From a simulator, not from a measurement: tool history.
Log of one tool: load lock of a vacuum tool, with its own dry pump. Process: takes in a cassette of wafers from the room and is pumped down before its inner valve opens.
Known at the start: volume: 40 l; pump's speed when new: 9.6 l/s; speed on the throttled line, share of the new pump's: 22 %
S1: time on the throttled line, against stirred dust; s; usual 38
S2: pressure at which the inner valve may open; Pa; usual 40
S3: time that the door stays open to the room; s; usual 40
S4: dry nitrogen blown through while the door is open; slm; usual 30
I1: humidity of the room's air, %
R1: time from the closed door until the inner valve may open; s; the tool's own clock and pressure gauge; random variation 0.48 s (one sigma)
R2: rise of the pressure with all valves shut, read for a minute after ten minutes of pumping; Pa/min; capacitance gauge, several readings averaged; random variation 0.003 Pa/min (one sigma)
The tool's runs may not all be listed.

Run 1, day 0: usual settings; I1 46.3. Result: R1 66.9 s, R2 0.228 Pa/min.
Run 2, day 13.95: usual settings; I1 43.7. Result: R1 66.8 s, R2 0.228 Pa/min.
At day 20.892: door's seal changed, seat wiped.
Run 3, day 40.612: usual settings but S3 133 s; I1 45.7. Result: R1 67.2 s, R2 0.072 Pa/min.
Run 4, day 66.838: usual settings but S1 50 s; I1 46.7. Result: R1 76.7 s, R2 0.047 Pa/min.
Run 5, day 90.717: usual settings but S1 50 s; I1 42.2. Result: R1 76.5 s, R2 0.049 Pa/min.
At day 108.421: dry pump taken out, an overhauled one fitted.
Run 6, day 108.733: usual settings but S1 50 s, S4 12 slm; I1 45.1. Result: R1 71.2 s, R2 0.074 Pa/min.
Run 7, day 132.221: usual settings but S1 50 s, S4 12 slm; I1 46.4. Result: R1 71.7 s, R2 0.087 Pa/min.
Run 8, day 145.162: usual settings; I1 49.5. Result: R1 62.7 s, R2 0.086 Pa/min.
Run 9, day 158.346: usual settings; I1 45.2. Result: R1 63 s, R2 0.085 Pa/min.
Run 10, day 180.246: usual settings; I1 46.6. Result: R1 62.9 s, R2 0.102 Pa/min.
Run 11, day 192.396: usual settings but S1 26 s, S2 32 Pa, S3 107 s; I1 46.9. Result: R1 55.7 s, R2 0.13 Pa/min.
Run 12, day 215.575: usual settings but S2 49 Pa, S3 64 s; I1 45.3. Result: R1 62.9 s, R2 0.133 Pa/min.
Run 13, day 237.558: usual settings but S1 26 s, S3 60 s, S4 5 slm; I1 47.1. Result: R1 55.1 s, R2 0.179 Pa/min.
Run 14, day 258.25: usual settings but S1 26 s, S3 60 s, S4 5 slm; I1 45.9. Result: R1 56.4 s, R2 0.195 Pa/min.
Run 15, day 275.454: usual settings but S1 40 s, S3 60 s, S4 35 slm; I1 44.6. Result: R1 64.7 s, R2 0.174 Pa/min.
Run 16, day 299.671: usual settings but S1 40 s, S3 60 s, S4 35 slm; I1 41.5. Result: R1 66.4 s, R2 0.197 Pa/min.
Run 17, day 313.471: usual settings but S1 40 s, S3 60 s, S4 35 slm; I1 42.9. Result: R1 66.5 s, R2 0.213 Pa/min.

3 ways to go on from here, each from the tool as it stands after run 17. What would each give?
At day 317.029: door's seal changed, seat wiped.
Run A, day 340.292: usual settings but S1 40 s, S2 48 Pa, S3 60 s, S4 35 slm; I1 45.6. Result: R1 ?, R2 ?.
At day 317.029: door's seal changed, seat wiped.
Run B, day 340.292: usual settings but S1 30 s, S2 43 Pa, S3 155 s, S4 35 slm; I1 48. Result: R1 ?, R2 ?.
At day 317.029: door's seal changed, seat wiped.
Run C, day 340.292: usual settings but S1 40 s, S2 43 Pa, S3 26 s, S4 10 slm; I1 44. Result: R1 ?, R2 ?.

run    R1     R2
  A  66.4  0.051
  B  58.9  0.072
  C  67.2  0.047
Without the tool's hidden state the same runs would have given:
run    R1     R2
  A  63.5  0.047
  B  55.6  0.069
  C  64.2  0.043
